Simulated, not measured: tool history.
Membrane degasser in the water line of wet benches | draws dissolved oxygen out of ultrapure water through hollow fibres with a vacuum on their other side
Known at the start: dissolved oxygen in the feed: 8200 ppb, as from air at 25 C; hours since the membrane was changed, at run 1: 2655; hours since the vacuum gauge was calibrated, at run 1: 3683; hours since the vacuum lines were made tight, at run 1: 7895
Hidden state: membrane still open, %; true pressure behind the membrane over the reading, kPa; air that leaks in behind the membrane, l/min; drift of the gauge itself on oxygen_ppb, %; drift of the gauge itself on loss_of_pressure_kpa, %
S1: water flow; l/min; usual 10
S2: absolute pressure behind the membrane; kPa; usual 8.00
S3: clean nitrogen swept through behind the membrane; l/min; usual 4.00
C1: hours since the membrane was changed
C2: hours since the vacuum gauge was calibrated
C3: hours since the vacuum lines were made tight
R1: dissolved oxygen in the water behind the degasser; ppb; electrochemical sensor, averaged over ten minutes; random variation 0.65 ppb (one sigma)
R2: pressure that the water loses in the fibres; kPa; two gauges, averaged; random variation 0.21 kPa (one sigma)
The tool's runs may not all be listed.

{"run": 1, "hour": 0.0, "S1": 10, "S2": 8.0, "S3": 4.0, "C1": 2655, "C2": 3683, "C3": 7895, "R1": 63.0, "R2": 49.91}
{"run": 2, "hour": 54.8, "S1": 10, "S2": 8.0, "S3": 4.0, "C1": 2710, "C2": 3737, "C3": 7949, "R1": 61.6, "R2": 49.78}
{"run": 3, "hour": 123.4, "S1": 8, "S2": 8.0, "S3": 4.0, "C1": 2778, "C2": 3806, "C3": 8018, "R1": 35.1, "R2": 39.94}
{"run": 4, "hour": 194.9, "S1": 10, "S2": 8.0, "S3": 4.0, "C1": 2850, "C2": 3878, "C3": 8090, "R1": 62.5, "R2": 50.04}
{"run": 5, "hour": 270.9, "S1": 10, "S2": 8.78, "S3": 4.0, "C1": 2926, "C2": 3954, "C3": 8166, "R1": 67.4, "R2": 49.87}
{"run": 6, "hour": 346.2, "S1": 10, "S2": 8.0, "S3": 4.0, "C1": 3001, "C2": 4029, "C3": 8241, "R1": 63.7, "R2": 49.87}
{"run": 7, "hour": 415.2, "S1": 10, "S2": 8.0, "S3": 4.0, "C1": 3070, "C2": 4098, "C3": 8310, "R1": 61.4, "R2": 50.2}
{"run": 8, "hour": 488.5, "S1": 10, "S2": 8.0, "S3": 4.0, "C1": 3143, "C2": 4171, "C3": 8383, "R1": 63.0, "R2": 50.32}
{"run": 9, "hour": 552.3, "S1": 10, "S2": 8.0, "S3": 4.0, "C1": 3207, "C2": 4235, "C3": 8447, "R1": 62.9, "R2": 50.06}
{"run": 10, "hour": 612.0, "S1": 10, "S2": 8.0, "S3": 4.0, "C1": 3267, "C2": 4295, "C3": 8507, "R1": 62.1, "R2": 50.39}
{"run": 11, "hour": 683.0, "S1": 10, "S2": 8.0, "S3": 4.0, "C1": 3338, "C2": 4366, "C3": 8578, "R1": 62.6, "R2": 50.28}
{"run": 12, "hour": 721.5, "S1": 10, "S2": 8.0, "S3": 4.0, "C1": 3376, "C2": 4404, "C3": 8616, "R1": 63.2, "R2": 50.24}
{"run": 13, "hour": 763.3, "S1": 10, "S2": 8.0, "S3": 4.0, "C1": 3418, "C2": 4446, "C3": 8658, "R1": 63.2, "R2": 50.73}
{"run": 14, "hour": 815.2, "S1": 15, "S2": 8.0, "S3": 4.0, "C1": 3470, "C2": 4498, "C3": 8710, "R1": 206.3, "R2": 75.47}
{"run": 15, "hour": 889.8, "S1": 15, "S2": 8.0, "S3": 4.0, "C1": 3545, "C2": 4572, "C3": 8784, "R1": 206.3, "R2": 75.35}
{"run": 16, "hour": 972.4, "S1": 15, "S2": 8.0, "S3": 4.0, "C1": 3627, "C2": 4655, "C3": 8867, "R1": 208.9, "R2": 75.2}
{"run": 17, "hour": 1048.6, "S1": 15, "S2": 8.0, "S3": 4.0, "C1": 3704, "C2": 4731, "C3": 8943, "R1": 207.7, "R2": 75.36}
{"run": 18, "hour": 1103.4, "S1": 7, "S2": 5.4, "S3": 4.1, "C1": 3758, "C2": 4786, "C3": 8998, "R1": 15.1, "R2": 35.25}
{"run": 19, "hour": 1158.8, "S1": 14, "S2": 18.3, "S3": 1.9, "C1": 3814, "C2": 4841, "C3": 9053, "R1": 394.4, "R2": 70.2}
{"hour": 1174.3, "done": "vacuum gauge calibrated"}
{"run": 20, "hour": 1227.9, "S1": 9, "S2": 11.63, "S3": 2.58, "C1": 3882, "C2": 54, "C3": 9122, "R1": 93.8, "R2": 45.27}
{"run": 21, "hour": 1305.6, "S1": 9, "S2": 11.63, "S3": 2.58, "C1": 3960, "C2": 131, "C3": 9200, "R1": 96.0, "R2": 45.21}
{"run": 22, "hour": 1362.5, "S1": 12, "S2": 11.95, "S3": 4.5, "C1": 4017, "C2": 188, "C3": 9257, "R1": 128.3, "R2": 60.43}
{"run": 23, "hour": 1401.6, "S1": 12, "S2": 8.0, "S3": 1.82, "C1": 4056, "C2": 227, "C3": 9296, "R1": 148.7, "R2": 60.51}
{"run": 24, "hour": 1452.2, "S1": 12, "S2": 8.0, "S3": 1.82, "C1": 4107, "C2": 278, "C3": 9346, "R1": 146.8, "R2": 60.51}
{"run": 25, "hour": 1533.4, "S1": 8, "S2": 8.14, "S3": 6.58, "C1": 4188, "C2": 359, "C3": 9428, "R1": 25.1, "R2": 40.57}
{"run": 26, "hour": 1600.6, "S1": 8, "S2": 8.14, "S3": 6.58, "C1": 4255, "C2": 426, "C3": 9495, "R1": 25.3, "R2": 40.53}
{"run": 27, "hour": 1679.1, "S1": 13, "S2": 9.3, "S3": 8.04, "C1": 4334, "C2": 505, "C3": 9573, "R1": 119.0, "R2": 65.5}
{"run": 28, "hour": 1735.6, "S1": 9, "S2": 11.4, "S3": 2.24, "C1": 4390, "C2": 561, "C3": 9630, "R1": 103.7, "R2": 45.56}
{"run": 29, "hour": 1779.0, "S1": 9, "S2": 11.4, "S3": 10.44, "C1": 4433, "C2": 605, "C3": 9673, "R1": 36.6, "R2": 44.78}
{"run": 30, "hour": 1860.1, "S1": 13, "S2": 8.0, "S3": 2.7, "C1": 4515, "C2": 686, "C3": 9754, "R1": 155.1, "R2": 66.01}
{"run": 31, "hour": 1915.3, "S1": 13, "S2": 8.0, "S3": 2.7, "C1": 4570, "C2": 741, "C3": 9810, "R1": 156.2, "R2": 65.77}

The same runs without the tool's hidden state, with the same run-to-run variation:
run=1 R1=58.2 R2=49.37
run=2 R1=56.7 R2=49.23
run=3 R1=31.6 R2=39.49
run=4 R1=57.4 R2=49.46
run=5 R1=62.0 R2=49.28
run=6 R1=58.5 R2=49.26
run=7 R1=56.2 R2=49.58
run=8 R1=57.7 R2=49.68
run=9 R1=57.5 R2=49.41
run=10 R1=56.6 R2=49.73
run=11 R1=57.0 R2=49.60
run=12 R1=57.5 R2=49.55
run=13 R1=57.5 R2=50.03
run=14 R1=193.8 R2=74.42
run=15 R1=193.6 R2=74.28
run=16 R1=195.8 R2=74.10
run=17 R1=194.5 R2=74.24
run=18 R1=12.6 R2=34.72
run=19 R1=371.6 R2=69.12
run=20 R1=86.8 R2=44.56
run=21 R1=88.6 R2=44.49
run=22 R1=119.8 R2=59.46
run=23 R1=139.5 R2=59.53
run=24 R1=137.7 R2=59.51
run=25 R1=22.6 R2=39.89
run=26 R1=22.8 R2=39.84
run=27 R1=110.4 R2=64.36
run=28 R1=95.3 R2=44.76
run=29 R1=33.0 R2=43.97
run=30 R1=144.4 R2=64.81
run=31 R1=145.2 R2=64.56

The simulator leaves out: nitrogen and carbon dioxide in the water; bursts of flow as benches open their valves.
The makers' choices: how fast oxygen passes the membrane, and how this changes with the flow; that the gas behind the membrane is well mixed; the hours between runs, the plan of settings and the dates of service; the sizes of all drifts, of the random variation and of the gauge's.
